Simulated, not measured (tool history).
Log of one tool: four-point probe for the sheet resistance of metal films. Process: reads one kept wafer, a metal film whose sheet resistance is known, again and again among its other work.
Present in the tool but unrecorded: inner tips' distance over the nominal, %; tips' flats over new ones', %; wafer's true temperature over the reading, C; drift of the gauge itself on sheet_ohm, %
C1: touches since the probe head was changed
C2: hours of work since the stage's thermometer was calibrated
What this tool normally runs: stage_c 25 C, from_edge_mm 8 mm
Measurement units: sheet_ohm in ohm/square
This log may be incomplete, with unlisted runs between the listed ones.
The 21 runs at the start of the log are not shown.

-- hour=1962.8 stage's thermometer calibrated
run 22 hour=1962.8 | stage_c=32 from_edge_mm=26 | C1=38810 C2=0 | sheet_ohm=0.131613
run 23 hour=2020.8 | stage_c=32 from_edge_mm=6 | C1=41198 C2=28 | sheet_ohm=0.132013
run 24 hour=2130.7 | stage_c=32 from_edge_mm=6 | C1=45724 C2=82 | sheet_ohm=0.131850
-- hour=2165.4 stage's thermometer calibrated, once more
run 25 hour=2230.4 | stage_c=20 from_edge_mm=5 | C1=49808 C2=32 | sheet_ohm=0.133055
run 26 hour=2339.8 | stage_c=18 from_edge_mm=11 | C1=54314 C2=86 | sheet_ohm=0.132606
run 27 hour=2447.5 | stage_c=29 from_edge_mm=4 | C1=58748 C2=138 | sheet_ohm=0.132140
run 28 hour=2513.2 | stage_c=34 from_edge_mm=4 | C1=61454 C2=171 | sheet_ohm=0.131543
run 29 hour=2612.6 | stage_c=28 from_edge_mm=9 | C1=65549 C2=219 | sheet_ohm=0.131214
-- hour=2728.5 new probe head fitted
run 30 hour=2731.2 | stage_c=24 from_edge_mm=4 | C1=109 C2=277 | sheet_ohm=0.134668
run 31 hour=2836.0 | stage_c=20 from_edge_mm=17 | C1=4424 C2=328 | sheet_ohm=0.133871
run 32 hour=2891.4 | stage_c=20 from_edge_mm=17 | C1=6708 C2=356 | sheet_ohm=0.133862
run 33 hour=3009.6 | stage_c=20 from_edge_mm=17 | C1=11572 C2=414 | sheet_ohm=0.133746
run 34 hour=3079.6 | stage_c=22 from_edge_mm=6 | C1=14458 C2=448 | sheet_ohm=0.133827
run 35 hour=3174.3 | stage_c=26 from_edge_mm=8 | C1=18354 C2=494 | sheet_ohm=0.133052
run 36 hour=3244.1 | stage_c=21 from_edge_mm=24 | C1=21231 C2=529 | sheet_ohm=0.133318
run 37 hour=3310.4 | stage_c=34 from_edge_mm=10 | C1=23961 C2=561 | sheet_ohm=0.131969
run 38 hour=3387.7 | stage_c=23 from_edge_mm=55 | C1=27142 C2=599 | sheet_ohm=0.132939
run 39 hour=3441.6 | stage_c=32 from_edge_mm=8 | C1=29365 C2=625 | sheet_ohm=0.132102
run 40 hour=3513.2 | stage_c=32 from_edge_mm=8 | C1=32312 C2=661 | sheet_ohm=0.132006
run 41 hour=3584.0 | stage_c=25 from_edge_mm=12 | C1=35225 C2=695 | sheet_ohm=0.132500

Below are 4 alternative next runs, each starting from the tool's condition after run 41. Predict each:
run A hour=3645.0 | stage_c=25 from_edge_mm=10 | C1=37739 C2=725 | sheet_ohm=?
run B hour=3645.0 | stage_c=35 from_edge_mm=3 | C1=37739 C2=725 | sheet_ohm=?
run C hour=3645.0 | stage_c=33 from_edge_mm=5 | C1=37739 C2=725 | sheet_ohm=?
run D hour=3645.0 | stage_c=25 from_edge_mm=30 | C1=37739 C2=725 | sheet_ohm=?

run=A sheet_ohm=0.132487
run=B sheet_ohm=0.133204
run=C sheet_ohm=0.132184
run=D sheet_ohm=0.132342
With the hidden condition removed and each run's random variation left untouched, the same runs would have given:
run=A sheet_ohm=0.133010
run=B sheet_ohm=0.133731
run=C sheet_ohm=0.132707
run=D sheet_ohm=0.132865
